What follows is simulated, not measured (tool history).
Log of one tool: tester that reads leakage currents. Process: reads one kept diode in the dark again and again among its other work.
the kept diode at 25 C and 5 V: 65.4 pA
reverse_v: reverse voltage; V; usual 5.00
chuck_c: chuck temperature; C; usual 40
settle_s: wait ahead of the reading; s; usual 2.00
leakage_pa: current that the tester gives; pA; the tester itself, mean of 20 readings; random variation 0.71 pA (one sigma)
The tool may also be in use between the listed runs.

| run | hour | reverse_v | chuck_c | settle_s | leakage_pa |
|---|---|---|---|---|---|
| 1 | 0.0 | 5.00 | 40 | 2.00 | 235.21 |
| 2 | 19.6 | 5.00 | 40 | 2.00 | 234.80 |
| 3 | 48.4 | 7.06 | 40 | 2.00 | 286.77 |
| 4 | 81.8 | 7.06 | 40 | 2.00 | 287.07 |
| 5 | 118.1 | 1.47 | 40 | 2.00 | 119.37 |
| 6 | 135.8 | 1.47 | 40 | 2.00 | 119.02 |
| 7 | 162.0 | 1.47 | 40 | 2.00 | 118.76 |
| 8 | 182.9 | 1.47 | 40 | 2.00 | 118.97 |
| 9 | 200.4 | 1.47 | 40 | 2.46 | 118.81 |
| 10 | 219.8 | 1.47 | 40 | 2.46 | 118.91 |
| 11 | 252.7 | 5.00 | 40 | 2.00 | 236.26 |
| 12 | 292.6 | 5.00 | 28 | 2.00 | 89.96 |
| 13 | 310.0 | 5.00 | 28 | 2.00 | 90.19 |
| 14 | 342.6 | 5.00 | 28 | 2.00 | 89.98 |
| 15 | 379.8 | 5.00 | 28 | 2.00 | 90.76 |
| 16 | 412.4 | 5.00 | 40 | 2.00 | 235.83 |
| 17 | 430.5 | 5.00 | 40 | 2.00 | 235.91 |
| 18 | 452.6 | 5.00 | 40 | 2.00 | 237.31 |
| 19 | 474.6 | 5.00 | 40 | 2.00 | 236.15 |
| 20 | 511.1 | 5.00 | 40 | 2.00 | 235.25 |
| 21 | 527.8 | 19.19 | 50 | 1.15 | 1076.72 |
| 22 | 546.5 | 19.19 | 50 | 1.15 | 1079.43 |
| 23 | 570.4 | 5.00 | 40 | 7.83 | 235.87 |
| 24 | 605.3 | 5.00 | 40 | 7.83 | 236.76 |
| 25 | 626.6 | 12.64 | 37 | 0.73 | 322.95 |
| 26 | 659.6 | 7.93 | 40 | 2.59 | 306.20 |
| 27 | 699.7 | 7.93 | 40 | 2.59 | 306.73 |
| 28 | 732.9 | 1.72 | 40 | 0.79 | 129.33 |
| 29 | 766.6 | 17.53 | 40 | 9.90 | 481.39 |
| 30 | 790.7 | 4.30 | 23 | 4.92 | 56.97 |
| 31 | 819.7 | 5.00 | 41 | 6.35 | 253.38 |
| 32 | 851.6 | 5.00 | 41 | 6.35 | 253.91 |
| 33 | 877.7 | 5.00 | 41 | 6.35 | 254.73 |
| 34 | 902.2 | 16.31 | 40 | 1.38 | 467.63 |
| 35 | 929.2 | 5.23 | 36 | 6.15 | 177.49 |
| 36 | 962.9 | 5.23 | 36 | 6.15 | 176.76 |
| 37 | 980.0 | 1.98 | 50 | 6.34 | 298.75 |
| 38 | 1012.6 | 1.98 | 57 | 1.20 | 502.65 |
| 39 | 1031.5 | 2.22 | 25 | 2.56 | 45.10 |

5 ways to go on from here, each from the tool as it stands after run 39. What would each give?
| A | 1053.4 | 5.61 | 25 | 3.02 | ? |
| B | 1053.4 | 5.00 | 47 | 2.00 | ? |
| C | 1053.4 | 5.85 | 26 | 1.97 | ? |
| D | 1053.4 | 2.22 | 25 | 1.21 | ? |
| E | 1053.4 | 9.53 | 25 | 2.56 | ? |

| run | leakage_pa |
|---|---|
| A | 79.66 |
| B | 400.08 |
| C | 88.38 |
| D | 45.41 |
| E | 112.28 |
Without the tool's hidden state the same runs would have given:
| run | leakage_pa |
|---|---|
| A | 70.23 |
| B | 407.77 |
| C | 78.82 |
| D | 42.46 |
| E | 94.82 |
